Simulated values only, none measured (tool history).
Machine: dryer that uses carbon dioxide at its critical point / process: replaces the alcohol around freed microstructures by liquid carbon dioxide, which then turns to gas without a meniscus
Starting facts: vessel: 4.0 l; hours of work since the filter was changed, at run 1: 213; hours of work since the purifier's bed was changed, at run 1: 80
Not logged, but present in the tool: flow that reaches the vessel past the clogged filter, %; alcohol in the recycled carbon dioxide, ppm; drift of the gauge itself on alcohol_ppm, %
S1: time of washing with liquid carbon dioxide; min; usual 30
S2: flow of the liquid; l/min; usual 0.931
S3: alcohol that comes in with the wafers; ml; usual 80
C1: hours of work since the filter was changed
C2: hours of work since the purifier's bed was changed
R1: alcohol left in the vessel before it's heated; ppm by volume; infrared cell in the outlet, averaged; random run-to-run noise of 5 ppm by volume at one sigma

run    day  S1     S2   S3   C1   C2   R1
  1      0  30  0.931   80  213   80   72
  2  0.458  30  0.931   39  217   84   37
  3   0.75  30  0.931   39  220   87   49
  4  1.212  30  0.931   39  224   91   48
  5  1.538  30  0.931   80  227   94   80
  6  2.054  30  0.931   80  232   99   75
  7  2.312  30  0.931   80  234  101   79
  8  2.596  30  0.931   64  237  104   59
  9  3.083  30  1.065   42  241  108   38
 10  3.521  30  0.951  113  245  112   96
 11  3.975  30  0.951  113  250  117  100
 12    4.5  30  1.289   71  254  122   31
 13  4.883  30  1.289   71  258  125   25
 14  5.104  30  1.289   71  260  127   29
 15  5.533  36  0.926   25  264  131   31
 16  6.033  36  0.926   25  269  136   32

Same runs, no hidden state in the tool, same run-to-run variation:
run  R1
  1  39
  2  14
  3  25
  4  23
  5  42
  6  35
  7  40
  8  23
  9  16
 10  45
 11  48
 12  10
 13   5
 14   7
 15  10
 16  10
